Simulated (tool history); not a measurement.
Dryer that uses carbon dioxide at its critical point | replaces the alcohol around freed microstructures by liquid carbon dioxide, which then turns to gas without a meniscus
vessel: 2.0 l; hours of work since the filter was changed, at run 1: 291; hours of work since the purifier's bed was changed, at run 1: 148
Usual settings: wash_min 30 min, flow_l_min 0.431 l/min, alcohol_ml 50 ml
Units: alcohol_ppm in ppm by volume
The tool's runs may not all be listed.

run     day  wash_min  flow_l_min  alcohol_ml  hours of work since the filter was changed  hours of work since the purifier's bed was changed  alcohol_ppm
  1       0        30       0.431          50                                         291                                                 148          542
  2   0.688        30       0.431          50                                         297                                                 154          536
  3   1.375        30       0.431          50                                         302                                                 159          525
  4   2.158        30       0.431          50                                         308                                                 165          545
  5   3.108        26       0.431          50                                         316                                                 173          939
      3.833  -- inlet filter changed
  6   3.892        26       0.431          50                                           0                                                 179          484
  7   4.658        26       0.431          50                                           7                                                 185          506
  8   5.362        30       0.431          26                                          12                                                 190          163
  9   6.079        30       0.302          26                                          18                                                 196          612
 10   6.779        30       0.302          26                                          23                                                 202          609
 11   7.642        30       0.587          26                                          30                                                 208           33
 12   8.412        30       0.587          26                                          36                                                 214           43
 13   9.262        30       0.431          32                                          43                                                 221          211
 14  10.154        30       0.431          32                                          50                                                 228          208
 15  10.808        30       0.431          48                                          55                                                 233          302
 16  11.462        30       0.431          48                                          60                                                 239          305
 17  12.425        30       0.431          48                                          68                                                 246          325
 18  13.396        30       0.556          50                                          76                                                 254           97
 19  13.933        30       0.556          50                                          80                                                 258          115
 20  14.783        30       0.431          50                                          87                                                 265          340
 21  15.333        30       0.431          50                                          91                                                 269          346
 22  16.104        30       0.431          72                                          97                                                 275          488
 23  17.162        30       0.431          72                                         106                                                 284          514
 24  18.129        25       0.278          72                                         113                                                 291         3803
 25  18.867        45       0.661         109                                         119                                                 297           32
 26  19.912        45       0.661         109                                         127                                                 306           40
 27  20.721        22       0.535          57                                         134                                                 312          574
 28  21.383        30       0.431          50                                         139                                                 317          372
 29  22.338        30       0.431          50                                         147                                                 325          392
 30  23.142        29       0.456          98                                         153                                                 331          647
 31  24.046        29       0.316          22                                         160                                                 338          611
 32  24.512        29        0.28          54                                         164                                                 342         2163
 33  25.492        23       0.445          54                                         172                                                 350         1003
 34    26.5        30       0.464          50                                         180                                                 358          302
 35  27.342        48       0.431          50                                         186                                                 364           65
 36  27.958        46       0.431         115                                         191                                                 369          142
 37  28.446        37       0.431          50                                         195                                                 373          189
 38  29.271        37       0.431          50                                         202                                                 380          185
 39   30.05        30       0.324         115                                         208                                                 386         2862
 40  30.838        29       0.583          55                                         214                                                 392          156
 41  31.738        20       0.431          50                                         221                                                 399         1729
 42  32.479        20       0.431          50                                         227                                                 405         1667
 43    33.5        20       0.331          50                                         235                                                 413         3337
 44  34.362        23       0.331         115                                         242                                                 420         5667
 45  35.388        28       0.701         103                                         250                                                 428          143
 46  35.954        46       0.701         109                                         254                                                 433           36

Forecast each of these 5 alternatives for the next run:
  A  36.675        20       0.431          29                                         260                                                 438            ?
  B  36.675        46       0.603          21                                         260                                                 438            ?
  C  36.675        32        0.72          50                                         260                                                 438            ?
  D  36.675        30       0.527          82                                         260                                                 438            ?
  E  36.675        26       0.701          45                                         260                                                 438            ?

run  alcohol_ppm
  A         1072
  B           46
  C           46
  D          327
  E          112
Without the tool's hidden state the same runs would have given:
run  alcohol_ppm
  A          700
  B           12
  C            3
  D          144
  E           38
